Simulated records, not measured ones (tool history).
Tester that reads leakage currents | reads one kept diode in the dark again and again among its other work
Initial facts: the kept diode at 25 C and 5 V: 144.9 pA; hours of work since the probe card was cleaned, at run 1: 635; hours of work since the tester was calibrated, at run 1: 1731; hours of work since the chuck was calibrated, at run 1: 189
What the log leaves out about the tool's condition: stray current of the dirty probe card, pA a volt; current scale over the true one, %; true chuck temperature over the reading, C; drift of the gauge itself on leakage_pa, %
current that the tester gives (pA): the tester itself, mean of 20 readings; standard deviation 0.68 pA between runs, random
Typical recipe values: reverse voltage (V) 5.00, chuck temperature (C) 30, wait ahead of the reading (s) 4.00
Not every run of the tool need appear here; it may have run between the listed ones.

| run | hour | reverse voltage (V) | chuck temperature (C) | wait ahead of the reading (s) | hours of work since the probe card was cleaned | hours of work since the tester was calibrated | hours of work since the chuck was calibrated | current that the tester gives (pA) |
|---|---|---|---|---|---|---|---|---|
| 1 | 0.0 | 5.00 | 30 | 4.00 | 635 | 1731 | 189 | 231.91 |
| 2 | 35.6 | 5.00 | 30 | 4.00 | 662 | 1758 | 216 | 231.39 |
| 3 | 57.0 | 5.00 | 30 | 4.00 | 678 | 1774 | 232 | 232.66 |
| 4 | 78.1 | 5.00 | 30 | 1.48 | 694 | 1790 | 248 | 233.30 |
| 5 | 102.9 | 5.00 | 30 | 1.48 | 713 | 1809 | 267 | 234.38 |
| 6 | 131.7 | 5.00 | 30 | 4.00 | 735 | 1830 | 289 | 234.31 |
| 7 | 167.7 | 8.26 | 30 | 4.00 | 762 | 1857 | 316 | 297.97 |
| 8 | 200.2 | 8.26 | 30 | 4.00 | 786 | 1882 | 340 | 301.25 |
| 9 | 229.4 | 5.00 | 22 | 4.00 | 808 | 1904 | 362 | 119.21 |
| 10 | 261.0 | 9.73 | 30 | 4.00 | 832 | 1928 | 386 | 327.83 |
| 11 | 286.4 | 5.68 | 30 | 0.34 | 851 | 1947 | 405 | 256.80 |
| 12 | 309.3 | 5.68 | 30 | 0.34 | 869 | 1964 | 423 | 256.45 |
| 13 | 334.5 | 5.68 | 30 | 0.34 | 888 | 1983 | 442 | 257.35 |
| 14 | 362.8 | 5.68 | 30 | 0.34 | 909 | 2005 | 463 | 257.94 |
| 15 | 400.1 | 12.98 | 45 | 0.34 | 937 | 2033 | 491 | 1296.11 |
| 16 | 435.6 | 16.17 | 24 | 0.57 | 964 | 2060 | 518 | 260.09 |
| 17 | 453.0 | 16.17 | 24 | 0.57 | 977 | 2073 | 531 | 260.70 |
| 18 | 474.6 | 7.46 | 41 | 5.79 | 994 | 2089 | 548 | 728.00 |
| 19 | 504.0 | 7.46 | 41 | 5.79 | 1016 | 2111 | 570 | 727.86 |

Each row is a separate what-if for the run after 19, all from the same tool condition, not one after another. Results?
| A | 523.0 | 15.97 | 50 | 0.71 | 1030 | 2126 | 584 | ? |
| B | 523.0 | 1.99 | 54 | 4.00 | 1030 | 2126 | 584 | ? |
| C | 523.0 | 7.46 | 56 | 5.85 | 1030 | 2126 | 584 | ? |

| run | current that the tester gives (pA) |
|---|---|
| A | 2103.27 |
| B | 1071.61 |
| C | 2302.65 |
Had the tool no hidden state, the same runs would have come out as:
| run | current that the tester gives (pA) |
|---|---|
| A | 1970.56 |
| B | 1011.18 |
| C | 2172.30 |
